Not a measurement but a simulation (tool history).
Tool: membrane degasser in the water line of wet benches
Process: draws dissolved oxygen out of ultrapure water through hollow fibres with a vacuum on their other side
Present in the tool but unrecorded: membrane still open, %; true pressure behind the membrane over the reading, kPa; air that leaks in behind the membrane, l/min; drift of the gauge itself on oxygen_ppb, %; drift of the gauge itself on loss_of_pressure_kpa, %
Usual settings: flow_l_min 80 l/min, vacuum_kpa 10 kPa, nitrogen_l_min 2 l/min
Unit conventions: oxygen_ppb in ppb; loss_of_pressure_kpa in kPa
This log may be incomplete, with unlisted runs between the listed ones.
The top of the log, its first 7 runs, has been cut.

| run | day | flow_l_min | vacuum_kpa | nitrogen_l_min | hours since the membrane was changed | hours since the vacuum gauge was calibrated | hours since the vacuum lines were made tight | oxygen_ppb | loss_of_pressure_kpa |
|---|---|---|---|---|---|---|---|---|---|
| 8 | 11.75 | 80 | 19.6 | 2 | 645 | 5015 | 3768 | 1172.3 | 26.82 |
| 9 | 13.038 | 80 | 19.6 | 2 | 676 | 5046 | 3799 | 1172.2 | 27.06 |
| 10 | 15.896 | 80 | 19.6 | 2 | 745 | 5114 | 3867 | 1171.3 | 26.98 |
| 11 | 18.083 | 80 | 19.6 | 2 | 797 | 5167 | 3920 | 1171.9 | 27.08 |
| 12 | 19.717 | 85 | 10 | 2 | 836 | 5206 | 3959 | 554.5 | 28.52 |
| 13 | 21.625 | 85 | 10 | 2 | 882 | 5252 | 4005 | 553.9 | 28.71 |
| 14 | 23.617 | 85 | 10 | 2 | 930 | 5300 | 4053 | 554 | 28.72 |
|  | 23.817 | vacuum gauge calibrated |
| 15 | 26.383 | 119 | 10 | 2 | 996 | 62 | 4119 | 712.1 | 40.26 |
| 16 | 29.15 | 119 | 10 | 2 | 1062 | 128 | 4185 | 711.4 | 40.28 |
|  | 29.412 | vacuum gauge calibrated, once more |
| 17 | 31.208 | 53 | 6.7 | 1.02 | 1111 | 43 | 4234 | 332 | 17.94 |
| 18 | 33.662 | 113 | 10.5 | 4.17 | 1170 | 102 | 4293 | 414.8 | 38.06 |
| 19 | 35.446 | 69 | 10.5 | 4.17 | 1213 | 145 | 4336 | 269.3 | 23.23 |
| 20 | 37.408 | 70 | 9.4 | 1.14 | 1260 | 192 | 4383 | 647.9 | 23.65 |
| 21 | 39.992 | 80 | 16.5 | 2 | 1322 | 254 | 4445 | 967.8 | 27.09 |
| 22 | 41.296 | 70 | 10 | 1.32 | 1353 | 285 | 4476 | 638.7 | 23.63 |
| 23 | 43.579 | 66 | 10 | 2.01 | 1408 | 340 | 4531 | 446.5 | 22.44 |
| 24 | 45.896 | 80 | 10 | 1.9 | 1464 | 396 | 4586 | 541.9 | 27.04 |
| 25 | 47.608 | 80 | 10 | 1.9 | 1505 | 437 | 4627 | 541.7 | 27.05 |
| 26 | 49.438 | 80 | 10 | 1.9 | 1549 | 481 | 4671 | 540.4 | 27.05 |
| 27 | 52.108 | 103 | 6.4 | 3.48 | 1613 | 545 | 4735 | 203.7 | 34.85 |
| 28 | 54.154 | 103 | 6.4 | 3.48 | 1662 | 594 | 4785 | 203.8 | 35.06 |
| 29 | 56.329 | 60 | 16.8 | 1.22 | 1714 | 646 | 4837 | 1143.3 | 20.4 |
| 30 | 58.812 | 52 | 21.2 | 1.61 | 1774 | 706 | 4896 | 1078.9 | 17.72 |
| 31 | 61.325 | 52 | 21.2 | 1.61 | 1834 | 766 | 4957 | 1080.6 | 17.63 |
| 32 | 63.212 | 52 | 21.2 | 1.61 | 1879 | 811 | 5002 | 1081.7 | 17.61 |

Alternative continuations, all from the tool just after run 32; predict every row:
| A | 66.088 | 52 | 19 | 1.61 | 1948 | 880 | 5071 | ? | ? |
| B | 66.088 | 78 | 21.2 | 0.98 | 1948 | 880 | 5071 | ? | ? |
| C | 66.088 | 53 | 8.6 | 1.22 | 1948 | 880 | 5071 | ? | ? |
| D | 66.088 | 77 | 17.7 | 1.04 | 1948 | 880 | 5071 | ? | ? |

| run | oxygen_ppb | loss_of_pressure_kpa |
|---|---|---|
| A | 961.1 | 17.65 |
| B | 1975.1 | 26.5 |
| C | 443.8 | 17.98 |
| D | 1581.5 | 25.99 |
The same runs, with their run-to-run variation unchanged, on a tool lacking any hidden condition would have given:
| run | oxygen_ppb | loss_of_pressure_kpa |
|---|---|---|
| A | 958.8 | 17.45 |
| B | 1978.3 | 26.21 |
| C | 443.5 | 17.79 |
| D | 1583.8 | 25.7 |
